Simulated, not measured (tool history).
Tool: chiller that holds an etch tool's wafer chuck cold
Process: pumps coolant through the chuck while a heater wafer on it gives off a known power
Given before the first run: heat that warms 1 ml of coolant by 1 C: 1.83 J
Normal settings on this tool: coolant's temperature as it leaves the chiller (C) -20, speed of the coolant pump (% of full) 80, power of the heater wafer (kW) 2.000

| run | hour | coolant's temperature as it leaves the chiller (C) | speed of the coolant pump (% of full) | power of the heater wafer (kW) | chuck's temperature once it has settled (C) | how much warmer the coolant comes back (C) |
|---|---|---|---|---|---|---|
| 1 | 0.0 | -20 | 80 | 2.000 | -4.3 | 5.46 |
| 2 | 35.6 | -20 | 80 | 2.000 | -4.2 | 5.48 |
| 3 | 65.2 | -20 | 80 | 2.000 | -4.1 | 5.48 |
| 4 | 93.1 | -20 | 80 | 2.000 | -4.2 | 5.53 |
| 5 | 128.1 | -20 | 80 | 2.000 | -4.2 | 5.53 |
| 6 | 163.0 | -10 | 80 | 2.000 | 5.8 | 5.48 |
| 7 | 213.9 | -10 | 85 | 2.000 | 5.0 | 5.07 |
| 8 | 235.3 | -12 | 85 | 2.665 | 7.8 | 6.86 |
| 9 | 274.6 | -18 | 80 | 1.066 | -9.5 | 2.96 |
| 10 | 303.0 | -29 | 78 | 2.000 | -12.8 | 5.67 |

Some steps in how much warmer the coolant comes back (C), run to run, broken into two amounts with sign: the step expected even without the hidden condition (settings, incoming material, random variation), and the rest, left for the hidden condition together with whatever gauge scatter is not in both the measured and the hidden-condition-free result:
The hidden state here: heat passed by the chuck's channels, % of clean ones'; flow at a given pump speed, % of a new pump's; coolant's true temperature over the reading, C; drift of the gauge itself on chuck_c, C; drift of the gauge itself on warmer_back_c, C.
Run 8 -> 9: coolant's temperature as it leaves the chiller (C) -12 -> -18, speed of the coolant pump (% of full) 85 -> 80, power of the heater wafer (kW) 2.665 -> 1.066. how much warmer the coolant comes back (C) -3.90: hidden state +0.02, all else -3.92.

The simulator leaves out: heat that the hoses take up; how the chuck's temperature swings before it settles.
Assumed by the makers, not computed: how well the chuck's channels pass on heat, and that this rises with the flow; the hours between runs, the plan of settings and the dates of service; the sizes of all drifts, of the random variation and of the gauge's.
